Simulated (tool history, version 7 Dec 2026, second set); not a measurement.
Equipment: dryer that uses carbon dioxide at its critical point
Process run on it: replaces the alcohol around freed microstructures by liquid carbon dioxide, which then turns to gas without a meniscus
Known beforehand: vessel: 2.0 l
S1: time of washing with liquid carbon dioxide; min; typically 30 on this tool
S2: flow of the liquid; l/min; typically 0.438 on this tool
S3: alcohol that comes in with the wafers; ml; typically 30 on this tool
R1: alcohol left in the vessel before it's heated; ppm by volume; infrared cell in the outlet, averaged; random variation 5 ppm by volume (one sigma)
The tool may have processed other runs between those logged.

| run | hour | S1 | S2 | S3 | R1 |
|---|---|---|---|---|---|
| 1 | 0.0 | 30 | 0.438 | 30 | 54 |
| 2 | 9.7 | 30 | 0.438 | 30 | 44 |
| 3 | 14.7 | 41 | 0.438 | 30 | 11 |
| 4 | 21.9 | 18 | 0.438 | 30 | 497 |
| 5 | 30.1 | 30 | 0.438 | 46 | 83 |
| 6 | 35.4 | 30 | 0.438 | 46 | 85 |
| 7 | 45.2 | 30 | 0.438 | 46 | 83 |
| 8 | 51.9 | 30 | 0.438 | 46 | 85 |
| 9 | 60.0 | 20 | 0.438 | 46 | 528 |
| 10 | 65.4 | 20 | 0.438 | 46 | 526 |
| 11 | 73.7 | 20 | 0.297 | 46 | 1686 |
| 12 | 81.8 | 30 | 0.438 | 30 | 62 |
| 13 | 86.6 | 30 | 0.438 | 40 | 83 |
| 14 | 95.8 | 30 | 0.438 | 40 | 80 |
| 15 | 106.1 | 30 | 0.438 | 40 | 84 |
| 16 | 111.5 | 30 | 0.610 | 30 | 13 |
| 17 | 117.0 | 30 | 0.610 | 30 | 16 |
| 18 | 126.1 | 30 | 0.438 | 30 | 47 |
| 19 | 132.5 | 30 | 0.438 | 30 | 68 |
| 20 | 141.5 | 30 | 0.438 | 30 | 68 |
| 21 | 149.9 | 30 | 0.439 | 30 | 68 |
| 22 | 156.4 | 30 | 0.439 | 30 | 63 |
| 23 | 161.6 | 30 | 0.439 | 30 | 68 |
| 24 | 167.2 | 31 | 0.549 | 102 | 55 |
| 25 | 172.6 | 47 | 0.611 | 31 | 13 |
| 26 | 180.2 | 22 | 0.404 | 28 | 320 |
| 27 | 188.6 | 35 | 0.480 | 67 | 44 |
| 28 | 193.2 | 23 | 0.480 | 67 | 320 |
| 29 | 202.8 | 24 | 0.480 | 67 | 185 |
| 30 | 211.8 | 24 | 0.285 | 26 | 558 |
| 31 | 219.6 | 30 | 0.659 | 30 | 24 |
| 32 | 224.6 | 35 | 0.274 | 87 | 528 |
| 33 | 230.0 | 35 | 0.274 | 87 | 528 |
| 34 | 235.9 | 27 | 0.438 | 30 | 81 |
| 35 | 245.7 | 27 | 0.447 | 35 | 96 |
| 36 | 251.5 | 27 | 0.447 | 35 | 93 |
| 37 | 257.4 | 19 | 0.432 | 70 | 846 |
| 38 | 267.6 | 21 | 0.421 | 34 | 333 |
| 39 | 276.0 | 47 | 0.426 | 60 | 23 |
| 40 | 286.2 | 31 | 0.655 | 41 | 21 |
| 41 | 294.5 | 25 | 0.438 | 30 | 129 |
| 42 | 303.7 | 25 | 0.438 | 30 | 116 |
| 43 | 310.8 | 24 | 0.340 | 30 | 369 |

The log once held 1 entry between its listed runs, left out of this copy. Where does each go, and what is different about the tool's unlogged condition between the listed run before it and the listed run after it?
In the gap between runs 28 and 29: inlet filter changed (hour 202.8)
  flow that reaches the vessel past the clogged filter, %: 93 -> 99.5; alcohol in the recycled carbon dioxide, ppm: 16.4 -> 16.7
  measured minus no-state result, R1: +102 -> +16 ppm by volume
